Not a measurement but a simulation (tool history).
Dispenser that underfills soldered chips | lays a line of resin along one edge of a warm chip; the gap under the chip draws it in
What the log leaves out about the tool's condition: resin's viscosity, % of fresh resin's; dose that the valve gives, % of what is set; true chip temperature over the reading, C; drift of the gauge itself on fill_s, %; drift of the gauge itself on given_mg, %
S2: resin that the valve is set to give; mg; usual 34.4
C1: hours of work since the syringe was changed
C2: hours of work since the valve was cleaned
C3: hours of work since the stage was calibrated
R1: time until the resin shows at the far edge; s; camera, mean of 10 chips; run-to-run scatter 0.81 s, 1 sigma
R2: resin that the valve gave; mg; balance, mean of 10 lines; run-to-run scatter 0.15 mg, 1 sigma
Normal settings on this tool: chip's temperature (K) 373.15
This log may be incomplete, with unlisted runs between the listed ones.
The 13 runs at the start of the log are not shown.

run 14 hour=44.2 | chip's_temperature_(K)=380.15 S2=34.4 | C1=8 C2=79 C3=99 | R1=84.2 R2=32.24
-- hour=46.6 new syringe of resin
run 15 hour=49.0 | chip's_temperature_(K)=380.15 S2=34.4 | C1=1 C2=81 C3=102 | R1=65.8 R2=32.15
run 16 hour=52.6 | chip's_temperature_(K)=380.15 S2=39.2 | C1=4 C2=84 C3=104 | R1=71.0 R2=36.69
-- hour=55.0 dispensing valve cleaned and set on the balance
run 17 hour=58.1 | chip's_temperature_(K)=375.15 S2=34.4 | C1=6 C2=2 C3=107 | R1=93.7 R2=34.09
run 18 hour=60.9 | chip's_temperature_(K)=375.15 S2=34.4 | C1=8 C2=4 C3=109 | R1=99.6 R2=34.38
-- hour=63.0 new syringe of resin
run 19 hour=64.0 | chip's_temperature_(K)=375.15 S2=31.2 | C1=1 C2=5 C3=110 | R1=76.9 R2=31.12
run 20 hour=66.4 | chip's_temperature_(K)=364.15 S2=41.9 | C1=2 C2=7 C3=112 | R1=110.5 R2=41.52
run 21 hour=69.1 | chip's_temperature_(K)=364.15 S2=41.9 | C1=4 C2=8 C3=113 | R1=120.7 R2=41.34
run 22 hour=71.4 | chip's_temperature_(K)=376.15 S2=34.0 | C1=5 C2=10 C3=115 | R1=87.6 R2=33.47
run 23 hour=73.7 | chip's_temperature_(K)=376.15 S2=44.0 | C1=7 C2=11 C3=116 | R1=91.1 R2=43.55
run 24 hour=77.4 | chip's_temperature_(K)=386.15 S2=33.2 | C1=9 C2=13 C3=118 | R1=74.1 R2=32.85
-- hour=78.3 new syringe of resin
run 25 hour=80.1 | chip's_temperature_(K)=376.15 S2=41.2 | C1=1 C2=15 C3=120 | R1=72.3 R2=40.45
run 26 hour=82.1 | chip's_temperature_(K)=359.15 S2=43.0 | C1=2 C2=16 C3=121 | R1=135.2 R2=42.18
run 27 hour=85.7 | chip's_temperature_(K)=366.15 S2=43.0 | C1=5 C2=18 C3=123 | R1=113.1 R2=42.31
run 28 hour=90.3 | chip's_temperature_(K)=366.15 S2=43.0 | C1=7 C2=21 C3=126 | R1=128.1 R2=42.20
run 29 hour=92.5 | chip's_temperature_(K)=362.15 S2=32.8 | C1=9 C2=22 C3=127 | R1=158.2 R2=32.27
-- hour=93.7 new syringe of resin
run 30 hour=96.7 | chip's_temperature_(K)=373.15 S2=34.7 | C1=2 C2=25 C3=130 | R1=86.0 R2=33.93
run 31 hour=100.7 | chip's_temperature_(K)=367.15 S2=33.6 | C1=4 C2=27 C3=132 | R1=113.5 R2=32.99
run 32 hour=103.3 | chip's_temperature_(K)=372.15 S2=34.4 | C1=6 C2=29 C3=134 | R1=103.7 R2=33.32
run 33 hour=105.7 | chip's_temperature_(K)=372.15 S2=34.4 | C1=7 C2=30 C3=135 | R1=111.9 R2=33.50
run 34 hour=108.0 | chip's_temperature_(K)=382.15 S2=32.3 | C1=9 C2=32 C3=137 | R1=86.5 R2=31.21
-- hour=109.0 new syringe of resin
run 35 hour=112.7 | chip's_temperature_(K)=381.15 S2=43.4 | C1=2 C2=34 C3=139 | R1=64.4 R2=42.15
run 36 hour=116.9 | chip's_temperature_(K)=386.15 S2=31.0 | C1=5 C2=37 C3=142 | R1=63.3 R2=29.89
run 37 hour=119.2 | chip's_temperature_(K)=359.15 S2=41.4 | C1=6 C2=38 C3=143 | R1=153.0 R2=40.24

Alternative continuations, all from the tool just after run 37; predict every row:
run A hour=122.6 | chip's_temperature_(K)=364.15 S2=30.6 | C1=8 C2=40 C3=145 | R1=? R2=?
run B hour=122.6 | chip's_temperature_(K)=363.15 S2=29.7 | C1=8 C2=40 C3=145 | R1=? R2=?
run C hour=122.6 | chip's_temperature_(K)=381.15 S2=31.2 | C1=8 C2=40 C3=145 | R1=? R2=?

run=A R1=148.0 R2=29.53
run=B R1=156.8 R2=28.62
run=C R1=83.9 R2=29.99
Stripped of hidden state, with their random variation kept, the same runs would have yielded:
run=A R1=103.4 R2=30.59
run=B R1=109.5 R2=29.65
run=C R1=58.6 R2=31.07
